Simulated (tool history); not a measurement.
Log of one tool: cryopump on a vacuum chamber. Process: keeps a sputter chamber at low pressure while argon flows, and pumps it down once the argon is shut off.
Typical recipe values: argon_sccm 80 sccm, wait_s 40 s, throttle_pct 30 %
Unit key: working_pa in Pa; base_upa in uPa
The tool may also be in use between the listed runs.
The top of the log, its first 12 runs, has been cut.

run,hour,argon_sccm,wait_s,throttle_pct,working_pa,base_upa
13,939.5,80,40,30,0.1973,3.03
14,989.6,80,40,30,0.1984,3.08
15,1054.1,80,40,30,0.1983,3.21
16,1114.6,80,40,30,0.2021,3.34
17,1166.8,80,40,30,0.2011,3.27
# hour 1218.1: leaking fittings of the chamber tightened, without venting
18,1254.3,80,40,30,0.2065,1.5
19,1325.7,80,40,30,0.2074,1.59
20,1425.4,59,40,30,0.1528,1.65
# hour 1457.6: pump warmed up, emptied and cooled again
21,1538.7,59,40,30,0.1429,1.66
22,1596.3,67,110,30,0.1616,0.86
23,1693.6,83,69,26,0.2351,1.2
24,1745.9,114,295,30,0.2802,0.67
25,1822.6,70,35,32,0.1628,2.07
26,1879.5,70,35,32,0.1637,2.14
27,1940.2,70,35,32,0.1662,2.16
28,2013.7,51,122,28,0.1389,1.17
29,2109.6,51,93,36,0.11,1.39
30,2161.1,98,183,18,0.4086,1.17
31,2258.1,81,183,46,0.1437,1.28
32,2307.7,131,88,30,0.3442,1.63
# hour 2378.7: pump warmed up, emptied and cooled again
33,2381.5,80,51,30,0.1941,1.9
34,2481.8,55,22,55,0.0742,3.38

What if the next run were any one of these 4? Each begins from the tool's condition after run 34:
A,2552.2,47,22,16,?,?
B,2552.2,90,117,45,?,?
C,2552.2,112,53,46,?,?
D,2552.2,81,26,55,?,?

run,working_pa,base_upa
A,0.2107,3.44
B,0.1476,1.51
C,0.182,1.99
D,0.1103,3.06
With no hidden state in the tool, these same runs would have given:
run,working_pa,base_upa
A,0.2072,2.54
B,0.1409,0.6
C,0.1736,1.11
D,0.1042,2.16
